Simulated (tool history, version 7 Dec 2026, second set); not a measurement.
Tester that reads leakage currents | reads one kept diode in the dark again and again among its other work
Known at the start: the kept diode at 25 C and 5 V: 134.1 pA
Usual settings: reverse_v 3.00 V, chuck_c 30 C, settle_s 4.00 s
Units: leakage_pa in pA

Run 1, day 0.000: usual settings. Result: leakage_pa 174.55 pA.
At day 0.375: probe card cleaned and baked.
Run 2, day 2.592: usual settings but settle_s 0.30 s. Result: leakage_pa 175.10 pA.
Run 3, day 4.838: usual settings but settle_s 0.30 s. Result: leakage_pa 175.85 pA.
Run 4, day 5.971: usual settings but settle_s 0.84 s. Result: leakage_pa 174.74 pA.
Run 5, day 7.254: usual settings but settle_s 0.84 s. Result: leakage_pa 174.63 pA.
Run 6, day 9.092: usual settings. Result: leakage_pa 174.89 pA.
Run 7, day 11.733: usual settings but chuck_c 29 C, settle_s 2.86 s. Result: leakage_pa 159.33 pA.
Run 8, day 13.242: usual settings but reverse_v 2.75 V, chuck_c 29 C, settle_s 2.86 s. Result: leakage_pa 152.40 pA.
Run 9, day 15.388: usual settings but reverse_v 16.12 V, chuck_c 46 C, settle_s 7.73 s. Result: leakage_pa 1389.82 pA.
At day 16.408: chuck's temperature calibrated.
Run 10, day 16.854: usual settings but reverse_v 2.87 V, chuck_c 53 C, settle_s 3.49 s. Result: leakage_pa 1225.65 pA.
Run 11, day 19.150: usual settings but reverse_v 2.87 V, chuck_c 53 C, settle_s 3.49 s. Result: leakage_pa 1226.67 pA.
Run 12, day 21.667: usual settings but reverse_v 2.33 V, chuck_c 21 C, settle_s 8.09 s. Result: leakage_pa 66.96 pA.

4 ways to go on from here, each from the tool as it stands after run 12. What would each give?
Run A, day 23.675: usual settings but reverse_v 2.33 V, chuck_c 22 C, settle_s 8.09 s. Result: leakage_pa ?.
Run B, day 23.675: usual settings but reverse_v 6.18 V, chuck_c 21 C, settle_s 4.95 s. Result: leakage_pa ?.
Run C, day 23.675: usual settings but reverse_v 2.01 V, chuck_c 39 C, settle_s 8.09 s. Result: leakage_pa ?.
Run D, day 23.675: usual settings but reverse_v 1.70 V, chuck_c 21 C, settle_s 0.91 s. Result: leakage_pa ?.

run  leakage_pa
  A       73.89
  B       99.88
  C      332.29
  D       59.28
Without the tool's hidden state the same runs would have given:
run  leakage_pa
  A       73.88
  B       99.85
  C      332.28
  D       59.27
